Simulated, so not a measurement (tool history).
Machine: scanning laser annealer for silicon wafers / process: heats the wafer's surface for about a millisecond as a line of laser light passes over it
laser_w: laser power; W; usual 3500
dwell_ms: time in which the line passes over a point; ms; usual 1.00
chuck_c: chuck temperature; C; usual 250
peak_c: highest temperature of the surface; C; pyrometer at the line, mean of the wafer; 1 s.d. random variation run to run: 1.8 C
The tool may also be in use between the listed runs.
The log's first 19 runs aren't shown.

run,hour,laser_w,dwell_ms,chuck_c,peak_c
20,644.4,3505,1.00,250,1049
21,693.6,3122,0.80,263,881
22,723.6,3149,1.00,218,925
23,752.0,3537,1.05,250,1076
24,774.4,3664,0.83,250,1006
25,806.1,3017,0.87,255,876
26,849.3,3017,0.87,255,875
27,897.4,3279,0.87,255,939
28,945.0,3279,0.87,255,934
29,985.1,3500,0.76,247,929
30,1031.2,3500,0.76,247,927
31,1060.4,3165,0.76,247,849
32,1093.5,3247,0.96,250,957
33,1143.6,3500,1.00,266,1055
34,1168.8,3138,1.00,262,958
35,1194.1,3138,1.08,262,988
36,1230.9,3311,0.74,232,856
37,1263.3,3311,0.74,232,857
38,1291.1,3500,1.08,263,1083
39,1336.8,3704,1.07,280,1151
40,1373.0,3646,0.90,240,1011

What if the next run were any one of these 5? Each begins from the tool's condition after run 40:
A,1400.6,3500,0.71,250,?
B,1400.6,3231,0.90,285,?
C,1400.6,3796,1.03,240,?
D,1400.6,3043,0.85,250,?
E,1400.6,3646,0.89,289,?

run,peak_c
A,900
B,961
C,1110
D,861
E,1060
The same runs, with their run-to-run variation unchanged, on a tool lacking any hidden condition would have given:
run,peak_c
A,923
B,984
C,1141
D,882
E,1087
